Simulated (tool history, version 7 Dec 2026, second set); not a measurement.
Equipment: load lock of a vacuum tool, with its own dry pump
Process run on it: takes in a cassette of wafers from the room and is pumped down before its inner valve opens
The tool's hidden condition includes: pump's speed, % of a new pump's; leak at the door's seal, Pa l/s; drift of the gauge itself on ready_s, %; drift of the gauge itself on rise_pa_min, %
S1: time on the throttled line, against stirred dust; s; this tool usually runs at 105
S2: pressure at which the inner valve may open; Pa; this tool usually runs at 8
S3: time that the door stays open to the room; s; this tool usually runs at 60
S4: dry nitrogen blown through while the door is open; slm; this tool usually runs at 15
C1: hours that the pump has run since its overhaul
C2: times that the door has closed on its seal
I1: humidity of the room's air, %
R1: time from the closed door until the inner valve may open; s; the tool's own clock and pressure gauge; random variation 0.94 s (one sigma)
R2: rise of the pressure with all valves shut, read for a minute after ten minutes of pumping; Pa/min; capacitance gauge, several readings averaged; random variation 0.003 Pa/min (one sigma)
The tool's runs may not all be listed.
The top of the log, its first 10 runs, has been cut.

run,hour,S1,S2,S3,S4,C1,C2,I1,R1,R2
11,4186.6,105,8,60,15,18985,35681,42.8,176.1,0.376
12,4489.9,105,8,60,15,19288,36459,43.6,176.2,0.391
13,4719.0,105,8,60,15,19518,37045,48.1,175.3,0.406
14,5115.9,105,8,60,8,19914,38062,45.8,176.9,0.438
15,5628.4,105,8,60,8,20427,39376,41.2,175.2,0.442
16,5981.3,105,8,60,8,20780,40280,44.7,176.1,0.474
# hour 6129.3: door's seal changed, seat wiped
17,6426.1,105,8,60,31,21223,761,42.9,178.0,0.014
# hour 6462.9: dry pump taken out, an overhauled one fitted
18,6822.4,105,8,60,31,359,1761,48.4,160.4,0.030
19,7113.0,105,14,60,5,650,2505,46.2,159.7,0.036
20,7410.6,105,14,60,5,948,3268,46.0,158.4,0.037
21,7872.0,105,7,55,15,1409,4450,45.5,165.8,0.038
22,8355.1,105,7,55,15,1892,5688,42.4,164.1,0.043
23,8877.0,83,8,60,15,2414,7025,43.7,144.5,0.054
24,9306.7,141,11,60,15,2844,8126,45.5,193.6,0.061
25,9809.6,123,6,46,15,3347,9414,42.7,182.7,0.063
26,10052.1,106,7,48,23,3589,10036,45.7,169.3,0.072
27,10448.3,105,8,110,39,3985,11051,47.1,163.4,0.079
28,10729.3,105,8,110,39,4266,11771,46.1,164.6,0.089
29,11135.5,105,8,110,39,4673,12812,46.8,166.1,0.097
30,11420.4,105,9,74,15,4957,13541,43.8,164.8,0.103
31,11927.2,105,9,123,15,5464,14840,44.7,164.6,0.121
32,12436.5,61,8,219,15,5974,16145,46.2,126.8,0.154
33,12829.4,61,8,219,15,6366,17151,46.9,126.7,0.171
34,13350.7,61,8,67,21,6888,18487,46.3,127.8,0.145

3 options for the next run, each taken on its own from the tool as it stands now. Forecast them:
A,13612.2,105,7,60,15,7149,19157,44.0,?,?
B,13612.2,121,8,69,45,7149,19157,47.4,?,?
C,13612.2,56,8,60,21,7149,19157,44.5,?,?

run,R1,R2
A,169.1,0.150
B,179.9,0.145
C,122.5,0.141
With no hidden state in the tool, these same runs would have given:
run,R1,R2
A,164.1,0.022
B,175.2,0.018
C,117.2,0.014
